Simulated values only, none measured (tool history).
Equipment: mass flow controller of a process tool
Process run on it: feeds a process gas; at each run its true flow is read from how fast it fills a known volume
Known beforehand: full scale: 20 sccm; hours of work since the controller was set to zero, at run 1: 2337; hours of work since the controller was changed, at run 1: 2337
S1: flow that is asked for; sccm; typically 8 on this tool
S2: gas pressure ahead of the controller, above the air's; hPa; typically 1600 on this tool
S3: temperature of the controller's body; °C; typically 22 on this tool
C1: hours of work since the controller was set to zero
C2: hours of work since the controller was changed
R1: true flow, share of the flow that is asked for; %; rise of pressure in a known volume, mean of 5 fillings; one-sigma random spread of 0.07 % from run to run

run	day	S1	S2	S3	C1	C2	R1
1	0	8	1600	22	2337	2337	97.7
2	5.088	8	1600	22	2405	2405	97.75
3	8.775	8	1600	22	2455	2455	97.69
4	13.638	8	1600	22	2520	2520	97.67
5	19.038	8	1600	22	2592	2592	97.52
6	24.446	8	1600	20	2665	2665	97.84
7	26.946	8	1600	22	2699	2699	97.59
8	31.3	8	1690	22	2757	2757	97.62
9	34.838	8	1690	22	2805	2805	97.53
# day 35.262: controller's zero set anew
10	38.167	4	2670	31	39	2849	95.1
11	41.967	4	1470	24	90	2900	95.05
12	47.188	3	1430	24	160	2970	94.02
# day 51.433: controller's zero set anew, once more
13	52.283	8	1570	22	11	3039	98.01
14	54.575	6	1480	22	42	3069	98
15	57.304	7	2240	29	79	3106	97.76
16	62.183	3	2060	35	144	3171	96.5
17	67.708	8	1600	22	219	3246	98.08

Forecast each of these 4 alternatives for the next run:
A	71.862	10	2780	22	275	3302	?
B	71.862	2	1600	22	275	3302	?
C	71.862	8	1460	23	275	3302	?
D	71.862	2	2170	21	275	3302	?

run	R1
A	98.89
B	97.13
C	97.88
D	97.64
With the hidden condition removed and each run's random variation left untouched, the same runs would have given:
run	R1
A	99.92
B	98.55
C	98.94
D	99.06
